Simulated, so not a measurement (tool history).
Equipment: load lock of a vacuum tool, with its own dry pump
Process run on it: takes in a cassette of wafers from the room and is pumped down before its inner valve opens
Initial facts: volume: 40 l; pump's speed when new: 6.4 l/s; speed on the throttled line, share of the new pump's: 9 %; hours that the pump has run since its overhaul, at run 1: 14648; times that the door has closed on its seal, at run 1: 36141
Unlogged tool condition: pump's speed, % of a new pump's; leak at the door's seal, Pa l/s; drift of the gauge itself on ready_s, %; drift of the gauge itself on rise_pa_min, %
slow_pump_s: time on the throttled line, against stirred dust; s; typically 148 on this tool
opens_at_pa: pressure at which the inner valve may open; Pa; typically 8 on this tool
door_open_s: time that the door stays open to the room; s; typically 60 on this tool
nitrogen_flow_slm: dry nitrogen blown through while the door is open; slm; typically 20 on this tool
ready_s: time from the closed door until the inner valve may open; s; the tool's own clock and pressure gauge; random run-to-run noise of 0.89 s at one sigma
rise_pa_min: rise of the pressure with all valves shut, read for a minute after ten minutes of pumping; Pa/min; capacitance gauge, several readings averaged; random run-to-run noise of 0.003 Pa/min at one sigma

run     hour  slow_pump_s  opens_at_pa  door_open_s  nitrogen_flow_slm  hours that the pump has run since its overhaul  times that the door has closed on its seal  incoming humidity of the room's air, %  ready_s  rise_pa_min
  1        0          148            8           60                 20                                           14648                                       36141                                    48.5    206.3        0.491
  2      546          148            8           60                 20                                           15194                                       37313                                    43.7    206.1        0.512
  3    783.4          148            8           60                 29                                           15432                                       37822                                    45.4    205.7        0.512
  4   1318.3          148            7           60                 29                                           15966                                       38970                                    41.7    206.7        0.536
      1614.7  -- door's seal changed, seat wiped
  5   1729.2          148            8           60                 20                                           16376                                         246                                    43.2    207.4        0.036
  6   2153.2          148            8           60                 20                                           16800                                        1156                                    44.1    205.8        0.047
  7   2575.3          148            8           60                 20                                           17222                                        2061                                    44.7    206.6        0.046
  8   2886.5          148            8           60                 20                                           17533                                        2729                                    42.4    206.8        0.053
  9   3271.9          148            8           60                 20                                           17919                                        3556                                    51.2    206.6        0.057
 10   3838.7          148            8           60                 20                                           18485                                        4773                                      45    207.3        0.066
 11   4275.5          148            8           60                 20                                           18922                                        5710                                    42.4    209.2         0.07
      4608.9  -- dry pump taken out, an overhauled one fitted
 12   4698.8          148            8           60                 21                                              90                                        6605                                    50.3    193.4        0.083
 13     5020          148            8           60                 20                                             411                                        7295                                    46.8      192        0.088
 14   5325.6          123            8           60                 20                                             717                                        7950                                    44.1    170.9        0.087
 15   5586.3          148            8           60                  4                                             977                                        8510                                    51.6    193.3         0.11
 16   5977.5          148            9           60                 20                                            1369                                        9349                                      43    193.3        0.096
 17   6259.4          148            8           60                 20                                            1650                                        9954                                    44.2    192.9        0.103
 18   6551.8          148            8           60                 20                                            1943                                       10582                                    44.7    193.8        0.112
 19   7009.8          148            8           60                 20                                            2401                                       11565                                    40.8    193.6        0.112
 20   7368.5          148            8           60                 20                                            2760                                       12334                                    47.7    193.4        0.131
 21   7728.7          159           15           31                  6                                            3120                                       13107                                    46.4    199.3        0.137
 22   8198.8          148            9           44                 34                                            3590                                       14116                                    46.2    194.2        0.144
 23   8473.4          148            9           44                 34                                            3864                                       14705                                    47.1    194.1        0.145
 24   8808.7          148            8           52                 20                                            4200                                       15425                                    45.1    195.2        0.165
 25   9038.3          148            8          113                 20                                            4429                                       15917                                    45.8    196.2        0.178
 26   9586.6          148            8          113                 20                                            4978                                       17094                                    46.3    195.1        0.188
 27   9817.2          237            9          105                  8                                            5208                                       17589                                    41.2    274.2          0.2
 28  10115.3          237            9          143                 15                                            5506                                       18229                                    43.1    278.4        0.205
 29    10562          144            9           95                 19                                            5953                                       19187                                    44.4    191.4        0.219
 30  10885.2          144            9           95                 19                                            6276                                       19881                                    45.4    192.3        0.219
 31  11316.6          255            8           60                 20                                            6708                                       20806                                    43.7    292.4        0.218
 32  11876.8          153            8          217                 13                                            7268                                       22008                                    45.1    201.1        0.287
 33  12387.8          103            8           60                  6                                            7779                                       23105                                    43.5    158.3        0.269
 34  12746.9          148           10           26                 20                                            8138                                       23876                                    44.8    197.3         0.25
 35  12982.9          148           10           26                 20                                            8374                                       24382                                    46.7    195.6        0.255
 36  13283.3          148           14           60                 20                                            8674                                       25027                                    43.8    195.1        0.275
 37  13648.7          148            8           60                 20                                            9040                                       25811                                    45.5    200.5          0.3
 38    14065          188            8           64                 20                                            9456                                       26704                                    43.6    235.9        0.305

Branching from run 38: 3 alternative next runs. What would each branch give?
  A  14527.6          226           15           60                  7                                            9919                                       27697                                    48.3        ?            ?
  B  14527.6          188           12           39                 20                                            9919                                       27697                                    46.2        ?            ?
  C  14527.6          270           12           60                  6                                            9919                                       27697                                    43.5        ?            ?

run  ready_s  rise_pa_min
  A      264        0.334
  B    232.7        0.321
  C    304.4        0.329
The same runs, with their run-to-run variation unchanged, on a tool lacking any hidden condition would have given:
run  ready_s  rise_pa_min
  A    259.9        0.053
  B    228.1        0.041
  C    300.7         0.05
